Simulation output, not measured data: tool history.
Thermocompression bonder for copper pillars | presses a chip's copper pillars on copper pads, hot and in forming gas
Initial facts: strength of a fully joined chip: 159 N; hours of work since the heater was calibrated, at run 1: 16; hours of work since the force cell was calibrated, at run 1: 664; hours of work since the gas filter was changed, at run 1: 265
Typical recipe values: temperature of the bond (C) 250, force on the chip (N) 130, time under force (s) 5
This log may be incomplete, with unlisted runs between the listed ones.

run	hour	temperature of the bond (C)	force on the chip (N)	time under force (s)	hours of work since the heater was calibrated	hours of work since the force cell was calibrated	hours of work since the gas filter was changed	force that shears a chip off (N)
1	0	250	130	5	16	664	265	94.4
2	36.8	250	130	5	38	686	287	92
# hour 63.3: forming gas filter changed
3	101.1	250	130	5	76	724	23	102.5
4	136.8	250	130	5	98	746	44	103.6
5	175.3	250	130	5	121	769	67	101.4
6	228.1	250	130	5	152	800	99	99.6
7	281.8	250	130	5	185	833	131	99
# hour 294.2: force cell calibrated
8	319.2	250	130	5	206	15	153	99.2
9	368.9	250	163	5	236	45	182	106.5
10	397.4	250	163	5	253	62	199	106.3
11	459.9	250	163	5	290	99	237	106.3
# hour 474.1: force cell calibrated, once more
12	502.5	250	130	3	315	17	262	80.5
13	540.2	250	130	5	338	40	284	92.5
# hour 571.3: forming gas filter changed
14	598.1	269	130	5	372	74	16	120
15	636.9	269	130	5	395	97	39	117.4
16	695.5	269	181	6	430	132	74	132.7
17	751.5	269	181	6	464	166	108	134.2
18	795.3	237	139	5	490	192	134	91.7
19	842.9	243	105	5	519	221	163	86.7
20	901.4	226	78	5	554	256	198	60.8
21	944.9	267	130	7	580	282	224	117.7
22	975.3	226	130	14	598	300	242	104.1
23	1004	245	100	14	615	317	259	109.9

What will run 24 give?
24	1060.3	245	104	14	649	351	293	?

{"run 24": {"force that shears a chip off (N)": 111}}
On a tool with no hidden condition, and with the same random variation, this run would have come out at force that shears a chip off (N) 115.
